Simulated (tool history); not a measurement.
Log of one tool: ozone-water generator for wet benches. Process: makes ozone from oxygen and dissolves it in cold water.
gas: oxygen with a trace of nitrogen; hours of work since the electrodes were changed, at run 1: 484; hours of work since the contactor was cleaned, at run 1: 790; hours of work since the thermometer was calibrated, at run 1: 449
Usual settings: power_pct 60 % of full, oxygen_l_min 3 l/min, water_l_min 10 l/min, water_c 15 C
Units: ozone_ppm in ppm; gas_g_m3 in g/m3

run	hour	power_pct	oxygen_l_min	water_l_min	water_c	hours of work since the electrodes were changed	hours of work since the contactor was cleaned	hours of work since the thermometer was calibrated	ozone_ppm	gas_g_m3
1	0	60	3	10	15	484	790	449	22.1	211.5
2	18.7	60	3	10	15	502	808	467	22.5	212.5
3	33.8	60	3	10	15	517	822	481	22.1	213.2
4	56.1	60	3	12	15	538	843	503	18.4	212.4
5	73.6	60	3	10	15	555	860	519	22.1	212
6	102.9	60	4.2	10	15	583	888	547	23.1	189.2
7	123.5	60	3	10	15	603	908	567	21.8	210.5
8	145.1	60	3	10	15	623	929	588	22	209.6
9	163.4	60	3	10	15	641	946	605	22.2	210.9
10	194	60	3	10	15	670	975	635	21.9	212.1
11	212.7	60	3	10	15	688	993	653	22	213.7
12	235.6	60	3	10	15	710	1015	674	22.1	212.8
13	250.8	60	3	10	15	725	1030	689	21.8	212.1
14	276.8	60	3	10	15	749	1055	714	21.8	212.3
15	291.4	60	3	10	15	763	1069	728	22	212.8
16	305.6	60	3	10	15	777	1082	741	21.8	213.8
17	332	60	3	10	15	802	1108	767	21.8	210
18	358	48	3.99	10	15	827	1132	792	18.6	157.7
19	373.7	98	3.99	10	15	842	1148	807	35.6	299.5
# hour 379.9: contactor cleaned
20	402.1	98	3.99	10	15	865	21	830	35.3	301.7
21	435.2	55	2.91	7	7	897	53	862	31.1	197
22	455	55	2.91	11	7	916	72	881	19.9	198.2
23	480.8	55	2.28	11	14	941	97	905	17.3	215.1
24	510.4	72	3.8	7	15	969	125	934	35.2	229.7
# hour 517.2: contactor cleaned, once more
25	544.6	57	3	10	15	998	26	963	20.9	202.3
26	565.3	57	3	10	15	1018	46	982	20.7	202
27	589.8	94	1.6	9	9	1041	69	1006	33.2	388.2
28	617.9	78	3	10	9	1068	96	1033	29.9	265.2
29	639.4	78	3	10	9	1089	117	1053	30.2	266
30	671.7	78	3	10	9	1120	148	1084	30.3	268.5
31	689.4	78	3	10	9	1137	165	1101	30.2	265.1
32	708.6	47	3	15	9	1155	183	1120	12.4	169.6
33	732	47	3	15	9	1177	206	1142	12.3	169.2

Hidden state or all else? Some run-to-run changes of ozone_ppm, split into what the settings, what came in and random variation would give without the hidden state, and what is left for the hidden state (with any gauge scatter that isn't in both results):
The hidden state here: yield of the discharge, % of new electrodes'; contactor's efficiency, % of a clean one's; true water temperature over the reading, C; drift of the gauge itself on ozone_ppm, %; drift of the gauge itself on gas_g_m3, %.
Run 18 -> 19: power_pct 48 -> 98. ozone_ppm +17 ppm: hidden state -0.6, all else +17.6.
Run 23 -> 24: power_pct 55 -> 72, oxygen_l_min 2.28 -> 3.8, water_l_min 11 -> 7, water_c 14 -> 15. ozone_ppm +17.9 ppm: hidden state -0.6, all else +18.5.
Run 24 -> 25: power_pct 72 -> 57, oxygen_l_min 3.8 -> 3, water_l_min 7 -> 10, contactor cleaned, once more. ozone_ppm -14.3 ppm: hidden state +1, all else -15.3.
Run 31 -> 32: power_pct 78 -> 47, water_l_min 10 -> 15. ozone_ppm -17.8 ppm: hidden state +0.4, all else -18.2.
